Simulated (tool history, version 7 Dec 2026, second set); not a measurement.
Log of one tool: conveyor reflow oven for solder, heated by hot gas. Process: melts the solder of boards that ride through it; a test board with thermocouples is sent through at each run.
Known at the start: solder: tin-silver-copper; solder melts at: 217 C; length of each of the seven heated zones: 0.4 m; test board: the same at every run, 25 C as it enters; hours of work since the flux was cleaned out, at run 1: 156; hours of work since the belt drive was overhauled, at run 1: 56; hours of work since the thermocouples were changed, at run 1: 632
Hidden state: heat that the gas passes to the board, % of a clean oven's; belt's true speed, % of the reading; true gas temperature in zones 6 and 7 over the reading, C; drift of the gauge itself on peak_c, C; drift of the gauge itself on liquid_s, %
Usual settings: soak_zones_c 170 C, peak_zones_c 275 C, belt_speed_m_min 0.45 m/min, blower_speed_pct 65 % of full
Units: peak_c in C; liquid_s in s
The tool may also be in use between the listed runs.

run   hour  soak_zones_c  peak_zones_c  belt_speed_m_min  blower_speed_pct  hours of work since the flux was cleaned out  hours of work since the belt drive was overhauled  hours of work since the thermocouples were changed  peak_c  liquid_s
  1      0           170           275              0.45                65                                           156                                                 56                                                 632   254.6      79.9
  2    8.9           177           275              0.45                65                                           162                                                 62                                                 638   256.3      84.7
  3     27           177           275              0.45                65                                           175                                                 75                                                 651   256.1      84.3
  4   44.7           170           275              0.45                65                                           188                                                 88                                                 664   254.8      79.5
  5   65.8           170           275              0.45                65                                           203                                                103                                                 679   254.4      79.5
  6     83           170           275              0.45                65                                           215                                                115                                                 691   254.5      79.4
  7  100.3           170           275             0.502                65                                           228                                                127                                                 704   250.4      66.1
  8  121.2           170           275             0.502                65                                           243                                                142                                                 718   250.2      66.2
  9  139.4           170           275             0.422                65                                           256                                                155                                                 732   256.6      87.4
 10  155.4           170           275             0.422                56                                           267                                                167                                                 743   254.7      84.7
 11  170.3           170           275              0.45                80                                           278                                                178                                                 754   256.9      82.8
       177  -- flux residue cleaned out of gas plates and filters
 12    193           170           275              0.45                80                                            11                                                190                                                 766   258.3      84.1
 13  213.3           170           275              0.45                80                                            26                                                205                                                 781   258.1      84.3
 14  227.9           170           275              0.45                68                                            36                                                215                                                 791   255.9      81.3
 15  246.7           170           272              0.45                65                                            50                                                229                                                 805   252.7      78.1
 16  258.9           176           268             0.448                53                                            59                                                238                                                 814   247.6      75.1
 17  274.3           176           268             0.448                53                                            70                                                249                                                 825   247.6      74.8
 18  283.8           163           281              0.45                52                                            77                                                255                                                 831   255.3      76.6
 19  297.4           163           281              0.45                52                                            86                                                265                                                 841   255.6      76.6
 20  307.3           163           281              0.45                52                                            93                                                272                                                 848   255.4      76.5
 21  329.1           163           281             0.438                80                                           109                                                288                                                 864     263      87.2
 22  346.5           163           281             0.438                80                                           121                                                300                                                 876   262.7        87
 23  358.6           163           284             0.438                71                                           130                                                309                                                 885   263.6      87.7
 24  380.5           163           284             0.438                71                                           146                                                325                                                 901   263.5      87.3
 25  392.4           163           284             0.438                71                                           154                                                333                                                 909   263.1      87.4
 26  405.2           156           275              0.45                65                                           163                                                342                                                 918   251.8        71
 27  415.5           156           275              0.45                65                                           171                                                350                                                 926   251.6      71.4
 28  436.7           179           275              0.53                81                                           186                                                365                                                 941     254      70.2
 29  458.3           179           275              0.53                81                                           202                                                380                                                 957   253.3        70
 30  474.7           179           275              0.53                81                                           213                                                392                                                 968   253.3      69.6

Forecast each of these 3 alternatives for the next run:
  A   485           170           275             0.454                65                                           221                                                400                                                 976       ?         ?
  B   485           168           267              0.53                81                                           221                                                400                                                 976       ?         ?
  C   485           170           282             0.488                65                                           221                                                400                                                 976       ?         ?

run  peak_c  liquid_s
  A   253.7      78.5
  B   244.3      56.5
  C   256.9      75.3
Without the tool's hidden state the same runs would have given:
run  peak_c  liquid_s
  A   256.8      81.2
  B   247.5        60
  C   260.1      77.7

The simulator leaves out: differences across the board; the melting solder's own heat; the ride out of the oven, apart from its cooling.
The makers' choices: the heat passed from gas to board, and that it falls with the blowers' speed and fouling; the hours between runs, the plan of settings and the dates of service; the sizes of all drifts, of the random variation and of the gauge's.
